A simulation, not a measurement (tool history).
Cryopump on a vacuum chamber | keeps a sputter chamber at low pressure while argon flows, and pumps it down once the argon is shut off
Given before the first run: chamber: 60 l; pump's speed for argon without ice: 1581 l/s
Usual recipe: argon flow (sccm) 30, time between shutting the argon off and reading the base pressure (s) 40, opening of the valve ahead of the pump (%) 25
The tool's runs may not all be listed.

run	hour	argon flow (sccm)	time between shutting the argon off and reading the base pressure (s)	opening of the valve ahead of the pump (%)	pressure while argon flows (Pa)	pressure after the wait (uPa)
1	0.0	30	40	25	0.1326	1.80
2	20.3	21	40	25	0.0929	1.91
3	42.6	21	40	25	0.0934	1.87
4	63.6	21	40	25	0.0942	1.80
5	87.6	30	40	25	0.1347	1.83
6	107.6	30	40	25	0.1334	1.93
7	120.4	30	40	25	0.1339	1.89
8	145.2	30	40	25	0.1341	1.90
9	170.6	30	40	25	0.1348	1.89
10	182.9	30	40	25	0.1350	1.85
11	202.5	30	40	25	0.1360	1.89
12	219.7	30	40	25	0.1355	1.87
13	246.1	30	202	25	0.1353	0.96
14	273.8	30	202	25	0.1346	0.97
15	293.3	30	202	25	0.1356	1.01
16	309.1	30	202	25	0.1356	1.03
17	326.6	37	40	25	0.1683	1.92
18	353.1	23	40	25	0.1046	1.89
19	365.5	23	40	25	0.1056	1.96
20	382.8	15	24	20	0.0846	2.70
21	403.3	30	79	25	0.1361	1.38
22	423.4	30	79	25	0.1358	1.38
23	443.3	12	79	17	0.0785	1.36
24	467.6	12	79	17	0.0776	1.44
25	479.7	47	257	44	0.1290	0.99
26	491.3	29	265	29	0.1156	1.03
27	504.4	14	40	17	0.0924	1.98
28	527.1	28	297	40	0.0833	1.03
29	550.8	12	297	43	0.0331	1.02
30	567.7	30	76	44	0.0827	1.43
31	579.2	30	76	44	0.0817	1.53
32	593.0	30	76	44	0.0821	1.52
33	619.0	17	26	25	0.0782	2.62

Measured minus without-hidden-state, run by run (identical run-to-run variation in each term; gauge scatter may differ):
Unlogged tool condition in this case: pump's speed, % of a pump's without ice; cold plate's temperature, K; leak into the chamber, uPa l/s; drift of the gauge itself on working_pa, %; drift of the gauge itself on base_upa, %.
run	pressure while argon flows (Pa)	pressure after the wait (uPa)
1	+0.0052	+0.45
2	+0.0037	+0.47
3	+0.0039	+0.48
4	+0.0039	+0.46
5	+0.0058	+0.48
6	+0.0060	+0.50
7	+0.0061	+0.50
8	+0.0062	+0.51
9	+0.0064	+0.52
10	+0.0065	+0.51
11	+0.0067	+0.53
12	+0.0068	+0.54
13	+0.0070	+0.56
14	+0.0071	+0.55
15	+0.0072	+0.58
16	+0.0074	+0.57
17	+0.0094	+0.57
18	+0.0059	+0.58
19	+0.0061	+0.58
20	+0.0040	+0.59
21	+0.0081	+0.60
22	+0.0083	+0.61
23	+0.0033	+0.62
24	+0.0035	+0.64
25	+0.0137	+0.62
26	+0.0085	+0.64
27	+0.0042	+0.64
28	+0.0085	+0.68
29	+0.0037	+0.68
30	+0.0095	+0.67
31	+0.0095	+0.68
32	+0.0096	+0.71
33	+0.0056	+0.69

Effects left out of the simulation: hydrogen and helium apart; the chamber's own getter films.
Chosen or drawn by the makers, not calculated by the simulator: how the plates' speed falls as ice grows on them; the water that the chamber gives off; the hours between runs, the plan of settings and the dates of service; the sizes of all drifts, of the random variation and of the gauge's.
